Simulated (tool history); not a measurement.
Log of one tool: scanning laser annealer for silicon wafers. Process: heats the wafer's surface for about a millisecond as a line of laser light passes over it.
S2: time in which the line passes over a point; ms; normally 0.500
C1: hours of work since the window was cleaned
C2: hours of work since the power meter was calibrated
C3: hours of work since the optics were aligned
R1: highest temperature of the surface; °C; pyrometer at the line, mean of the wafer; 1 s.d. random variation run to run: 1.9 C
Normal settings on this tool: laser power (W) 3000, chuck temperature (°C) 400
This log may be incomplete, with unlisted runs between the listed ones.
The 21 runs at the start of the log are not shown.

{"run": 22, "hour": 236.9, "laser power (W)": 3000, "S2": 0.355, "chuck temperature (°C)": 400, "C1": 259, "C2": 335, "C3": 943, "R1": 1035}
{"run": 23, "hour": 247.3, "laser power (W)": 3156, "S2": 0.563, "chuck temperature (°C)": 428, "C1": 264, "C2": 340, "C3": 947, "R1": 1287}
{"run": 24, "hour": 254.9, "laser power (W)": 3155, "S2": 0.38, "chuck temperature (°C)": 399, "C1": 268, "C2": 344, "C3": 951, "R1": 1093}
{"hour": 257.8, "done": "window over the wafer cleaned"}
{"run": 25, "hour": 268.2, "laser power (W)": 2980, "S2": 0.543, "chuck temperature (°C)": 431, "C1": 5, "C2": 349, "C3": 956, "R1": 1214}
{"run": 26, "hour": 279.5, "laser power (W)": 2980, "S2": 0.594, "chuck temperature (°C)": 398, "C1": 10, "C2": 354, "C3": 961, "R1": 1218}
{"run": 27, "hour": 293.4, "laser power (W)": 2980, "S2": 0.467, "chuck temperature (°C)": 387, "C1": 16, "C2": 361, "C3": 968, "R1": 1110}
{"hour": 302.8, "done": "window over the wafer cleaned, once more"}
{"run": 28, "hour": 307.1, "laser power (W)": 2980, "S2": 0.467, "chuck temperature (°C)": 387, "C1": 2, "C2": 366, "C3": 973, "R1": 1126}
{"run": 29, "hour": 313.6, "laser power (W)": 2980, "S2": 0.467, "chuck temperature (°C)": 387, "C1": 5, "C2": 369, "C3": 976, "R1": 1124}
{"run": 30, "hour": 321.9, "laser power (W)": 3141, "S2": 0.396, "chuck temperature (°C)": 389, "C1": 9, "C2": 373, "C3": 980, "R1": 1103}
{"run": 31, "hour": 334.3, "laser power (W)": 3261, "S2": 0.489, "chuck temperature (°C)": 390, "C1": 14, "C2": 378, "C3": 986, "R1": 1220}
{"run": 32, "hour": 340.5, "laser power (W)": 3108, "S2": 0.403, "chuck temperature (°C)": 417, "C1": 17, "C2": 381, "C3": 988, "R1": 1130}
{"run": 33, "hour": 346.6, "laser power (W)": 2966, "S2": 0.475, "chuck temperature (°C)": 393, "C1": 20, "C2": 384, "C3": 991, "R1": 1134}
{"run": 34, "hour": 356.5, "laser power (W)": 3000, "S2": 0.367, "chuck temperature (°C)": 430, "C1": 25, "C2": 389, "C3": 996, "R1": 1083}
{"run": 35, "hour": 369.4, "laser power (W)": 3233, "S2": 0.359, "chuck temperature (°C)": 380, "C1": 31, "C2": 395, "C3": 1002, "R1": 1076}
{"run": 36, "hour": 375.7, "laser power (W)": 2708, "S2": 0.5, "chuck temperature (°C)": 409, "C1": 34, "C2": 398, "C3": 1005, "R1": 1091}
{"run": 37, "hour": 383.2, "laser power (W)": 3275, "S2": 0.5, "chuck temperature (°C)": 365, "C1": 37, "C2": 401, "C3": 1008, "R1": 1211}
{"run": 38, "hour": 392.3, "laser power (W)": 3275, "S2": 0.5, "chuck temperature (°C)": 365, "C1": 41, "C2": 405, "C3": 1012, "R1": 1208}
{"run": 39, "hour": 404.3, "laser power (W)": 2712, "S2": 0.455, "chuck temperature (°C)": 372, "C1": 47, "C2": 411, "C3": 1018, "R1": 1025}
{"run": 40, "hour": 417.2, "laser power (W)": 3022, "S2": 0.473, "chuck temperature (°C)": 371, "C1": 53, "C2": 417, "C3": 1024, "R1": 1120}
{"run": 41, "hour": 425.0, "laser power (W)": 3027, "S2": 0.492, "chuck temperature (°C)": 400, "C1": 56, "C2": 420, "C3": 1027, "R1": 1169}

Predict each of these 3 candidate next runs independently; none follows another, all start after run 41:
{"run": "A", "hour": 431.7, "laser power (W)": 2829, "S2": 0.353, "chuck temperature (°C)": 439, "C1": 59, "C2": 423, "C3": 1030, "R1": "?"}
{"run": "B", "hour": 431.7, "laser power (W)": 3085, "S2": 0.5, "chuck temperature (°C)": 400, "C1": 59, "C2": 423, "C3": 1030, "R1": "?"}
{"run": "C", "hour": 431.7, "laser power (W)": 3027, "S2": 0.474, "chuck temperature (°C)": 400, "C1": 59, "C2": 423, "C3": 1030, "R1": "?"}

run=A R1=1038
run=B R1=1191
run=C R1=1152
With the hidden condition removed and each run's random variation left untouched, the same runs would have given:
run=A R1=1043
run=B R1=1198
run=C R1=1159
